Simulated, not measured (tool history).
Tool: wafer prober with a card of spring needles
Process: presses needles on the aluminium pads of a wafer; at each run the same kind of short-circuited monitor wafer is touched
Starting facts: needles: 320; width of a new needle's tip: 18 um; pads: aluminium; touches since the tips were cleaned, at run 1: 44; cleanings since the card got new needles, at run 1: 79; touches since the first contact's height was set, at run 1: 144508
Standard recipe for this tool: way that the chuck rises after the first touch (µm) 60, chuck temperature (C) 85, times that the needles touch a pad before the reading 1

run	hour	way that the chuck rises after the first touch (µm)	chuck temperature (C)	times that the needles touch a pad before the reading	touches since the tips were cleaned	cleanings since the card got new needles	touches since the first contact's height was set	resistance of one needle with its contact and lead (mohm)	way that a needle slides on the pad (µm)
1	0.0	60	85	1	44	79	144508	217	11.64
# hour 11.7: tips cleaned on abrasive film
# hour 23.7: tips cleaned on abrasive film
2	23.7	49	85	1	0	81	152671	224	9.45
# hour 36.1: tips cleaned on abrasive film
# hour 48.0: tips cleaned on abrasive film
3	48.0	60	82	1	0	83	161032	217	11.50
# hour 61.0: tips cleaned on abrasive film
# hour 73.7: tips cleaned on abrasive film
4	80.6	60	82	1	2393	85	172249	216	11.66
# hour 85.3: tips cleaned on abrasive film
# hour 97.3: tips cleaned on abrasive film
# hour 109.8: tips cleaned on abrasive film
5	113.3	60	85	1	1222	88	183512	219	11.47
# hour 123.8: tips cleaned on abrasive film
# hour 137.3: tips cleaned on abrasive film
6	140.9	60	85	1	1258	90	193014	222	11.47
# hour 151.2: tips cleaned on abrasive film
7	159.0	48	85	1	2697	91	199236	224	9.39
# hour 163.3: tips cleaned on abrasive film
# hour 175.1: tips cleaned on abrasive film
8	180.8	60	85	1	1985	93	206751	222	11.36
# hour 187.0: tips cleaned on abrasive film
# hour 199.7: tips cleaned on abrasive film
9	203.4	60	85	1	1285	95	214504	217	11.54
# hour 212.1: tips cleaned on abrasive film
10	220.8	60	85	1	2996	96	220498	220	11.64
# hour 223.8: tips cleaned on abrasive film
# hour 235.9: tips cleaned on abrasive film
11	238.2	60	85	1	791	98	226460	222	11.54
# hour 248.2: tips cleaned on abrasive film
# hour 252.4: height of the first contact set anew
12	257.4	60	85	1	3092	99	1733	220	11.58
# hour 262.0: tips cleaned on abrasive film
13	273.3	60	85	1	3944	100	7227	221	11.61
# hour 275.9: tips cleaned on abrasive film
# hour 288.0: tips cleaned on abrasive film
14	288.6	60	85	2	217	102	12444	220	11.72
# hour 300.4: tips cleaned on abrasive film
15	305.4	60	113	2	1713	103	18232	226	11.59
# hour 313.1: tips cleaned on abrasive film
# hour 326.5: tips cleaned on abrasive film
# hour 338.4: tips cleaned on abrasive film
16	338.4	65	95	3	0	106	29592	223	12.46
# hour 351.2: tips cleaned on abrasive film
17	356.7	44	43	3	1894	107	35902	215	8.57
# hour 363.9: tips cleaned on abrasive film
# hour 376.7: tips cleaned on abrasive film
18	380.7	60	49	3	1391	109	44162	206	11.55
# hour 388.6: tips cleaned on abrasive film
# hour 401.6: tips cleaned on abrasive film
# hour 413.3: tips cleaned on abrasive film
19	413.3	60	94	1	0	112	55367	221	11.60
# hour 426.3: tips cleaned on abrasive film
20	428.8	56	27	1	869	113	60702	207	11.00
# hour 438.2: tips cleaned on abrasive film
# hour 450.7: tips cleaned on abrasive film
21	460.9	56	27	1	3550	115	71777	207	10.73
# hour 462.6: tips cleaned on abrasive film
# hour 475.3: tips cleaned on abrasive film
22	486.7	45	84	1	3947	117	80630	224	8.75
# hour 489.4: tips cleaned on abrasive film
# hour 501.9: tips cleaned on abrasive film
23	508.9	42	32	1	2444	119	88282	212	8.12
# hour 515.0: tips cleaned on abrasive film
# hour 527.4: tips cleaned on abrasive film
24	531.7	73	76	1	1497	121	96131	210	14.02

Expected results for the next run?
# hour 540.9: tips cleaned on abrasive film
# hour 553.5: tips cleaned on abrasive film
25	562.7	72	46	2	3190	123	106807	?	?

{"run 25": {"resistance of one needle with its contact and lead (mohm)": 205, "way that a needle slides on the pad (µm)": 14.01}}
With the hidden condition absent and the run-to-run variation left alone, this run would have shown resistance of one needle with its contact and lead (mohm) 205, way that a needle slides on the pad (µm) 14.01.
